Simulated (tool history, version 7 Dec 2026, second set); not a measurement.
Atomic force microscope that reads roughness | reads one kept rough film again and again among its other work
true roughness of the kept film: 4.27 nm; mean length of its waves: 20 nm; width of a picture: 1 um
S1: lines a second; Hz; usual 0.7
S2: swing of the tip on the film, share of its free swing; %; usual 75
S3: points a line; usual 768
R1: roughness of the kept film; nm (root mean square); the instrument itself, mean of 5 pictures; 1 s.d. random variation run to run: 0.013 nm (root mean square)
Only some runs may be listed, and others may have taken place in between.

| run | hour | S1 | S2 | S3 | R1 |
|---|---|---|---|---|---|
| 1 | 0 | 0.7 | 75 | 768 | 2.914 |
| 2 | 37.2 | 3.044 | 75 | 768 | 2.415 |
| 3 | 70.4 | 3.044 | 75 | 768 | 2.299 |
| 4 | 95.5 | 3.044 | 75 | 768 | 2.213 |
| 5 | 140.4 | 2.625 | 75 | 768 | 2.097 |
| 6 | 173.4 | 2.625 | 75 | 768 | 1.987 |
|  | 216.9 | new tip fitted |
| 7 | 220.2 | 3.507 | 75 | 768 | 2.726 |
| 8 | 272.6 | 0.7 | 75 | 981 | 2.829 |
| 9 | 299 | 1.976 | 75 | 981 | 2.538 |
| 10 | 356.4 | 1.976 | 75 | 981 | 2.288 |
| 11 | 401.2 | 1.976 | 75 | 981 | 2.143 |
| 12 | 439.6 | 1.976 | 75 | 981 | 2.016 |
|  | 463.8 | new tip fitted |
| 13 | 478.8 | 0.7 | 75 | 768 | 3.068 |
| 14 | 533.4 | 0.7 | 58 | 768 | 2.811 |
| 15 | 561.2 | 0.7 | 71 | 768 | 2.618 |
| 16 | 615.7 | 1.354 | 78 | 739 | 2.293 |
| 17 | 644.9 | 1.354 | 78 | 739 | 2.189 |
| 18 | 687.2 | 1.434 | 75 | 768 | 2.081 |
|  | 712.8 | new tip fitted |
| 19 | 726.1 | 1.434 | 75 | 768 | 2.902 |
| 20 | 775.7 | 1.215 | 75 | 306 | 2.61 |
| 21 | 804.2 | 0.515 | 83 | 351 | 2.58 |
| 22 | 844.8 | 0.515 | 83 | 351 | 2.391 |
| 23 | 887.5 | 2.078 | 77 | 348 | 2.073 |
| 24 | 941.9 | 0.594 | 64 | 974 | 2.129 |
|  | 959.3 | new tip fitted |
| 25 | 982.6 | 0.594 | 64 | 974 | 3.004 |

Below are 3 alternative next runs, each starting from the tool's condition after run 25. Predict each:
| A | 1017.2 | 0.594 | 64 | 517 | ? |
| B | 1017.2 | 1.184 | 62 | 974 | ? |
| C | 1017.2 | 0.594 | 60 | 391 | ? |

| run | R1 |
|---|---|
| A | 2.774 |
| B | 2.761 |
| C | 2.766 |
Without the tool's hidden state the same runs would have given:
| run | R1 |
|---|---|
| A | 3.205 |
| B | 3.189 |
| C | 3.195 |

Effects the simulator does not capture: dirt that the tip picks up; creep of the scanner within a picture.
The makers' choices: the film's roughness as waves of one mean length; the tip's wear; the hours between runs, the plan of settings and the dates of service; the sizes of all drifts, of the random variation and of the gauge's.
